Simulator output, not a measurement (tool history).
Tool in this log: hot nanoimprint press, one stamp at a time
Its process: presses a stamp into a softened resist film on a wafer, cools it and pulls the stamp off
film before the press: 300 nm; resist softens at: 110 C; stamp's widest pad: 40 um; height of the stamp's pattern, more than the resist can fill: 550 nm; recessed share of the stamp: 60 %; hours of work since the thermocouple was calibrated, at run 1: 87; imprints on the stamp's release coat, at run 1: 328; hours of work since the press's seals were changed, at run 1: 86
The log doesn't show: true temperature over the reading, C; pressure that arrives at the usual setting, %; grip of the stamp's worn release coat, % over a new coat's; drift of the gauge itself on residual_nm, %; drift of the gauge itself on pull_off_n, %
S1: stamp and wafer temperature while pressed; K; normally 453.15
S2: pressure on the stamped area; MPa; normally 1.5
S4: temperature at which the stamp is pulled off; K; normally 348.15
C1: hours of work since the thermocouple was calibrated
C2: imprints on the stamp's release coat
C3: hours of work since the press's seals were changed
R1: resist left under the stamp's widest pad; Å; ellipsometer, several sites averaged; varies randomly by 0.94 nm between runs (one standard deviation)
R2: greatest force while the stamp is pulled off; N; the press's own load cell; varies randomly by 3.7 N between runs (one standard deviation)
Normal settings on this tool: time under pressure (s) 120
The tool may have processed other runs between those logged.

Run 1, hour 0: usual settings; C1 87; C2 328; C3 86. Result: R1 1346 Å, R2 199 N.
Run 2, hour 10.9: usual settings but S4 336.15 K; C1 94; C2 362; C3 93. Result: R1 1349 Å, R2 225 N.
Run 3, hour 21.4: usual settings; C1 100; C2 394; C3 99. Result: R1 1348 Å, R2 206 N.
Run 4, hour 31.3: usual settings but S2 0.92 MPa; C1 106; C2 424; C3 105. Result: R1 1628 Å, R2 199 N.
Run 5, hour 41.4: usual settings but S2 0.92 MPa; C1 113; C2 454; C3 111. Result: R1 1630 Å, R2 205 N.
Run 6, hour 56.5: usual settings but S2 0.92 MPa; C1 122; C2 500; C3 120. Result: R1 1635 Å, R2 211 N.
Run 7, hour 64.6: usual settings but S2 0.92 MPa; C1 127; C2 525; C3 125. Result: R1 1651 Å, R2 216 N.
Run 8, hour 71.9: usual settings but time under pressure (s) 110; C1 131; C2 547; C3 130. Result: R1 1397 Å, R2 213 N.
Run 9, hour 81.1: usual settings but S1 459.15 K, time under pressure (s) 110; C1 137; C2 575; C3 135. Result: R1 1021 Å, R2 210 N.
Run 10, hour 96.4: usual settings but S1 459.15 K, time under pressure (s) 110; C1 146; C2 622; C3 145. Result: R1 1021 Å, R2 221 N.
Run 11, hour 113.4: usual settings; C1 156; C2 673; C3 155. Result: R1 1357 Å, R2 220 N.
At hour 117.4: plate thermocouple calibrated.
Run 12, hour 133.6: usual settings; C1 10; C2 726; C3 165. Result: R1 1399 Å, R2 222 N.
Run 13, hour 151.1: usual settings; C1 20; C2 779; C3 176. Result: R1 1387 Å, R2 230 N.
At hour 171.2: plate thermocouple calibrated, once more.
Run 14, hour 171.3: usual settings; C1 0; C2 831; C3 187. Result: R1 1325 Å, R2 239 N.
Run 15, hour 184.4: usual settings; C1 8; C2 871; C3 194. Result: R1 1318 Å, R2 237 N.
Run 16, hour 199.3: usual settings but time under pressure (s) 65; C1 17; C2 916; C3 204. Result: R1 1679 Å, R2 248 N.
Run 17, hour 211: usual settings but time under pressure (s) 65; C1 24; C2 952; C3 211. Result: R1 1688 Å, R2 240 N.
Run 18, hour 218.5: usual settings but S2 0.99 MPa, time under pressure (s) 109; C1 29; C2 975; C3 215. Result: R1 1620 Å, R2 240 N.
Run 19, hour 227.8: usual settings but S2 1.67 MPa, time under pressure (s) 174, S4 335.15 K; C1 34; C2 1003; C3 221. Result: R1 1090 Å, R2 273 N.
Run 20, hour 245.5: usual settings but S2 2.23 MPa, time under pressure (s) 201, S4 340.15 K; C1 45; C2 1057; C3 232. Result: R1 903 Å, R2 266 N.
Run 21, hour 260.3: usual settings but S2 2.23 MPa, time under pressure (s) 201, S4 340.15 K; C1 54; C2 1102; C3 241. Result: R1 908 Å, R2 259 N.
Run 22, hour 270: usual settings but S2 1.83 MPa; C1 60; C2 1131; C3 246. Result: R1 1246 Å, R2 249 N.
Run 23, hour 285.2: usual settings but S1 456.15 K, time under pressure (s) 91; C1 69; C2 1178; C3 256. Result: R1 1276 Å, R2 255 N.
Run 24, hour 301.5: usual settings but S1 445.15 K, S2 0.94 MPa, time under pressure (s) 196, S4 346.15 K; C1 79; C2 1227; C3 266. Result: R1 1994 Å, R2 263 N.
Run 25, hour 312.6: usual settings but S1 445.15 K, S2 1 MPa, time under pressure (s) 93, S4 354.15 K; C1 86; C2 1261; C3 272. Result: R1 2335 Å, R2 248 N.
Run 26, hour 328.9: usual settings but S1 445.15 K, S2 1.91 MPa, time under pressure (s) 93, S4 350.15 K; C1 96; C2 1310; C3 282. Result: R1 1988 Å, R2 266 N.
Run 27, hour 342.1: usual settings but S1 445.15 K, S2 1.91 MPa, time under pressure (s) 93, S4 350.15 K; C1 104; C2 1350; C3 290. Result: R1 2008 Å, R2 259 N.
Run 28, hour 356.4: usual settings but time under pressure (s) 131, S4 356.15 K; C1 112; C2 1394; C3 299. Result: R1 1289 Å, R2 259 N.
Run 29, hour 373.1: usual settings but time under pressure (s) 131, S4 356.15 K; C1 123; C2 1445; C3 309. Result: R1 1310 Å, R2 263 N.
Run 30, hour 391.2: usual settings but time under pressure (s) 131, S4 356.15 K; C1 134; C2 1500; C3 320. Result: R1 1298 Å, R2 265 N.
At hour 400.3: stamp cleaned and given a new release coat.
Run 31, hour 412.8: usual settings but time under pressure (s) 131, S4 356.15 K; C1 143; C2 38; C3 329. Result: R1 1313 Å, R2 172 N.

Describe how what the log doesn't record of the tool's condition differs between the last listed run preceding each entry between runs and the first listed run following it.
Runs 11 to 12: plate thermocouple calibrated (hour 117.4)
  true temperature over the reading, C: -0.54 -> -0.86; pressure that arrives at the usual setting, %: 99.87 -> 99.85; grip of the stamp's worn release coat, % over a new coat's: 25.5 -> 27.5
  what was measured, less what the result would be without the hidden state, R1: +39 -> +64 Å; R2: +45 -> +49 N
Runs 13 to 14: plate thermocouple calibrated, once more (hour 171.2)
  true temperature over the reading, C: -0.9 -> 0.01; pressure that arrives at the usual setting, %: 99.81 -> 99.78; grip of the stamp's worn release coat, % over a new coat's: 29.6 -> 31.7
  what was measured, less what the result would be without the hidden state, R1: +66 -> +1 Å; R2: +54 -> +58 N
Runs 30 to 31: stamp cleaned and given a new release coat (hour 400.3)
  true temperature over the reading, C: -0.49 -> -0.53; pressure that arrives at the usual setting, %: 99.4 -> 99.38; grip of the stamp's worn release coat, % over a new coat's: 59.1 -> 1.4
  what was measured, less what the result would be without the hidden state, R1: +37 -> +40 Å; R2: +99 -> +3 N
